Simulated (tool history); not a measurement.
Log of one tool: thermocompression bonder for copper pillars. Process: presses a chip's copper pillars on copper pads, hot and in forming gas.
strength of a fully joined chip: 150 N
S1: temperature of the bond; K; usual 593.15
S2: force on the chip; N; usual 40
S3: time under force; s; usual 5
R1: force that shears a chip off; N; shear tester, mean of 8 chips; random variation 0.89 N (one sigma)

run   hour      S1  S2  S3    R1
  1    0.0  593.15  40   5  62.1
  2   24.1  593.15  40   5  62.5
  3   43.4  593.15  40   5  61.6
  4   66.5  610.15  40   5  73.8
  5   81.6  578.15  40   5  49.9
  6  109.3  589.15  40   5  56.4
     113.1  -- force cell calibrated
  7  123.3  589.15  40   5  56.6
  8  136.9  589.15  40   5  56.0
  9  150.3  593.15  40   5  58.1
     165.2  -- force cell calibrated, once more
 10  180.7  575.15  40   5  47.4
 11  208.8  575.15  40   5  45.0
 12  231.3  593.15  41   8  69.9
 13  255.6  585.15  41  11  71.3
     260.7  -- forming gas filter changed
     273.8  -- heater calibrated with a thermocouple chip
 14  280.1  585.15  41  11  89.1
 15  305.4  579.15  40   5  61.7
 16  328.0  588.15  31  10  65.7
 17  357.6  618.15  39   6  95.0
 18  369.9  618.15  39   6  96.4
 19  396.4  618.15  39   6  94.5
 20  417.0  566.15  25   7  31.0
 21  435.2  574.15  28   5  34.8
 22  459.8  593.15  40   3  57.4

3 ways to go on from here, each from the tool as it stands after run 22. What would each give?
  A  473.7  614.15  40   3   ?
  B  473.7  611.15  47   3   ?
  C  473.7  603.15  40   5   ?

run    R1
  A  72.6
  B  82.7
  C  75.6
Without the tool's hidden state the same runs would have given:
run    R1
  A  77.6
  B  88.3
  C  80.9
